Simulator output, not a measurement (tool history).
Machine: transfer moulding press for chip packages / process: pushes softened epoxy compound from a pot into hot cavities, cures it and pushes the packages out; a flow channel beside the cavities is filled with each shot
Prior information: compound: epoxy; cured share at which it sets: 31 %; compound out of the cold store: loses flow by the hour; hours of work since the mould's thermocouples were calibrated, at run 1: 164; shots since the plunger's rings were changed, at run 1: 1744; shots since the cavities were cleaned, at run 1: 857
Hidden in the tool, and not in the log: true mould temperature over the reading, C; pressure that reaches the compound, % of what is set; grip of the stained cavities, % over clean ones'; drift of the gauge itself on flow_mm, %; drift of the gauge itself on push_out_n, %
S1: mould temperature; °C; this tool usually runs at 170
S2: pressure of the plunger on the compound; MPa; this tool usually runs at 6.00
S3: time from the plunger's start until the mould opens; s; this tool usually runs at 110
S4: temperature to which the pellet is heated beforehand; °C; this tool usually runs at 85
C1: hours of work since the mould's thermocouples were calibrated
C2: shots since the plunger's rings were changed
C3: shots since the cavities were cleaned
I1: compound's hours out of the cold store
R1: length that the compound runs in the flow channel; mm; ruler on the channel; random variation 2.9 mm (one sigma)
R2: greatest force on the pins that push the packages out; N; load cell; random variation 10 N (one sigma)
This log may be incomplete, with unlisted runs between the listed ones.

run,day,S1,S2,S3,S4,C1,C2,C3,I1,R1,R2
1,0.000,170,6.00,110,85,164,1744,857,10.6,646,655
# day 0.183: cavities cleaned with cleaning compound and waxed
2,0.429,170,6.00,110,85,169,1830,57,44.7,559,501
3,0.808,170,6.00,110,85,175,1920,147,47.2,552,522
4,1.212,170,6.00,110,85,180,2014,241,40.7,565,549
5,1.671,170,6.00,110,85,187,2122,349,35.7,578,568
6,2.167,170,6.00,110,85,194,2237,464,11.4,641,620
7,2.629,170,6.00,110,85,201,2346,573,31.0,587,595
8,2.988,170,6.00,110,85,206,2430,657,31.9,581,626
9,3.346,170,6.00,110,85,211,2514,741,25.3,602,633
# day 4.025: cavities cleaned with cleaning compound and waxed
10,4.025,163,6.00,110,85,220,2658,0,22.8,627,695
11,4.625,170,6.00,110,81,229,2799,141,44.1,549,496
12,4.917,170,6.00,143,85,233,2867,209,32.1,581,470
# day 5.100: plunger's sealing rings changed
13,5.596,170,6.00,143,85,241,117,345,37.1,596,501
14,5.867,170,6.00,143,85,245,179,407,31.6,609,517
15,6.346,170,6.00,143,85,252,292,520,38.7,589,534
16,6.696,170,6.86,110,85,257,374,602,29.1,660,628
17,6.979,164,4.69,129,91,261,440,668,36.0,542,679
18,7.542,167,7.05,129,91,269,572,800,24.6,680,624
19,7.817,167,7.05,129,91,273,637,865,24.9,681,604
# day 7.967: cavities cleaned with cleaning compound and waxed
20,8.383,174,6.00,110,85,280,755,98,23.7,609,484
21,8.775,170,6.12,108,90,286,847,190,8.2,670,565
22,9.129,170,6.28,108,91,291,929,272,17.0,649,564
23,9.450,170,6.28,108,91,296,1005,348,40.4,587,574

Forecast run 24:
24,9.983,170,6.28,108,91,303,1130,473,29.3,?,?

Run 24 produced R1 613 mm, R2 609 N.
The same run, on a tool lacking any hidden state, would have yielded R1 626 mm, R2 478 N.

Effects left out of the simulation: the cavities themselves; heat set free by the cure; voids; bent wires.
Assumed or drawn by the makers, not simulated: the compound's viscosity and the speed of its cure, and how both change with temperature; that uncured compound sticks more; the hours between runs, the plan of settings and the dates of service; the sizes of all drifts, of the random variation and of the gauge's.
